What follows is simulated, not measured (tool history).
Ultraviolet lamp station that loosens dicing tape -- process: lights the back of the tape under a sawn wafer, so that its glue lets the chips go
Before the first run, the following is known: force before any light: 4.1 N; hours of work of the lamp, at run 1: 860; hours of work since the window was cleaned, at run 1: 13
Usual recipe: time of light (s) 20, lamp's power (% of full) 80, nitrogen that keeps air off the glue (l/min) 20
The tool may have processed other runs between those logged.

| run | day | time of light (s) | lamp's power (% of full) | nitrogen that keeps air off the glue (l/min) | hours of work of the lamp | hours of work since the window was cleaned | force that peels the tape off (N) | light that reached the tape (mJ/cm2) |
|---|---|---|---|---|---|---|---|---|
| 1 | 0 | 20 | 80 | 20 | 860 | 13 | 0.793 | 480 |
| 2 | 3.896 | 20 | 80 | 20 | 927 | 81 | 0.853 | 450 |
| 3 | 7.183 | 20 | 80 | 20 | 984 | 138 | 0.886 | 436 |
| 4 | 10.05 | 20 | 80 | 19 | 1034 | 187 | 0.992 | 425 |
| 5 | 12.242 | 20 | 80 | 19 | 1072 | 225 | 0.973 | 410 |
| 6 | 14.454 | 20 | 80 | 19 | 1110 | 264 | 1.069 | 399 |
| 7 | 17.083 | 20 | 80 | 19 | 1156 | 309 | 1.077 | 386 |
|  | 20.621 | window cleaned of glue's vapour |
| 8 | 20.679 | 40 | 80 | 20 | 1217 | 1 | 0.322 | 875 |
| 9 | 23.575 | 40 | 80 | 20 | 1268 | 51 | 0.37 | 841 |
| 10 | 26.825 | 40 | 80 | 20 | 1324 | 107 | 0.37 | 813 |
|  | 28.729 | lamp changed |
| 11 | 30.588 | 20 | 80 | 31 | 32 | 172 | 0.528 | 536 |
| 12 | 34.483 | 20 | 80 | 7 | 100 | 239 | 1.177 | 515 |
| 13 | 38.175 | 19 | 80 | 7 | 164 | 303 | 1.323 | 469 |
| 14 | 40.129 | 19 | 80 | 7 | 197 | 337 | 1.357 | 458 |
|  | 42.125 | window cleaned of glue's vapour |
| 15 | 44.096 | 19 | 80 | 7 | 266 | 34 | 1.185 | 517 |
| 16 | 47.812 | 20 | 84 | 20 | 330 | 99 | 0.656 | 540 |
| 17 | 49.883 | 20 | 84 | 20 | 366 | 134 | 0.694 | 526 |
| 18 | 52.85 | 20 | 84 | 20 | 417 | 186 | 0.716 | 511 |
| 19 | 56.025 | 20 | 84 | 20 | 472 | 241 | 0.744 | 491 |
| 20 | 58.433 | 20 | 80 | 20 | 514 | 282 | 0.847 | 453 |
| 21 | 60.929 | 20 | 80 | 20 | 557 | 326 | 0.903 | 440 |
|  | 63.738 | window cleaned of glue's vapour |
| 22 | 64.317 | 14 | 86 | 20 | 616 | 10 | 1.079 | 380 |
| 23 | 66.275 | 12 | 64 | 21 | 649 | 44 | 1.7 | 242 |
| 24 | 68.592 | 12 | 64 | 21 | 690 | 84 | 1.749 | 230 |
| 25 | 72.283 | 12 | 64 | 21 | 753 | 148 | 1.8 | 223 |
| 26 | 76.296 | 12 | 64 | 21 | 823 | 217 | 1.894 | 211 |
| 27 | 79.746 | 12 | 64 | 21 | 883 | 277 | 1.866 | 198 |
| 28 | 83.362 | 17 | 87 | 36 | 945 | 340 | 0.906 | 366 |
|  | 85.304 | window cleaned of glue's vapour |
| 29 | 85.962 | 21 | 94 | 38 | 990 | 11 | 0.451 | 570 |
| 30 | 89.038 | 29 | 94 | 10 | 1043 | 65 | 0.612 | 756 |
| 31 | 91.925 | 29 | 94 | 10 | 1093 | 115 | 0.618 | 726 |
| 32 | 93.758 | 29 | 94 | 10 | 1125 | 146 | 0.645 | 702 |
| 33 | 96.475 | 39 | 86 | 14 | 1172 | 193 | 0.439 | 833 |
| 34 | 98.638 | 30 | 94 | 14 | 1209 | 231 | 0.561 | 681 |
| 35 | 102.258 | 15 | 91 | 14 | 1272 | 294 | 1.521 | 316 |
| 36 | 104.175 | 15 | 91 | 14 | 1305 | 327 | 1.599 | 305 |
| 37 | 106.321 | 24 | 91 | 8 | 1343 | 364 | 1.258 | 482 |
|  | 106.904 | window cleaned of glue's vapour |
|  | 107.279 | lamp changed |
| 38 | 108.875 | 12 | 85 | 9 | 28 | 33 | 1.592 | 363 |
| 39 | 111.45 | 12 | 85 | 9 | 72 | 78 | 1.557 | 349 |
| 40 | 113.704 | 28 | 85 | 36 | 111 | 117 | 0.318 | 804 |
| 41 | 115.771 | 25 | 68 | 28 | 147 | 153 | 0.546 | 559 |
| 42 | 117.488 | 24 | 65 | 7 | 177 | 183 | 1.279 | 509 |

Some steps in force that peels the tape off (N), run to run, broken into two amounts with sign: the step expected even without the hidden condition (settings, incoming material, random variation), and the rest, left for the hidden condition together with whatever gauge scatter is not in both the measured and the hidden-condition-free result:
The hidden state here: lamp's light, % of a new lamp's; light that the window lets through, % of a clean one's; drift of the gauge itself on peel_n, %; drift of the gauge itself on dose_mj_cm2, %.
Run 7 -> 8: time of light (s) 20 -> 40, nitrogen that keeps air off the glue (l/min) 19 -> 20, window cleaned of glue's vapour. force that peels the tape off (N) -0.755: hidden state -0.396, all else -0.359.
Run 27 -> 28: time of light (s) 12 -> 17, lamp's power (% of full) 64 -> 87, nitrogen that keeps air off the glue (l/min) 21 -> 36. force that peels the tape off (N) -0.96: hidden state -0.084, all else -0.876.
Run 34 -> 35: time of light (s) 30 -> 15, lamp's power (% of full) 94 -> 91. force that peels the tape off (N) +0.96: hidden state +0.375, all else +0.585.
Run 37 -> 38: time of light (s) 24 -> 12, lamp's power (% of full) 91 -> 85, nitrogen that keeps air off the glue (l/min) 8 -> 9, window cleaned of glue's vapour, lamp changed. force that peels the tape off (N) +0.334: hidden state -0.57, all else +0.904.
Run 39 -> 40: time of light (s) 12 -> 28, nitrogen that keeps air off the glue (l/min) 9 -> 36. force that peels the tape off (N) -1.239: hidden state -0.065, all else -1.174.

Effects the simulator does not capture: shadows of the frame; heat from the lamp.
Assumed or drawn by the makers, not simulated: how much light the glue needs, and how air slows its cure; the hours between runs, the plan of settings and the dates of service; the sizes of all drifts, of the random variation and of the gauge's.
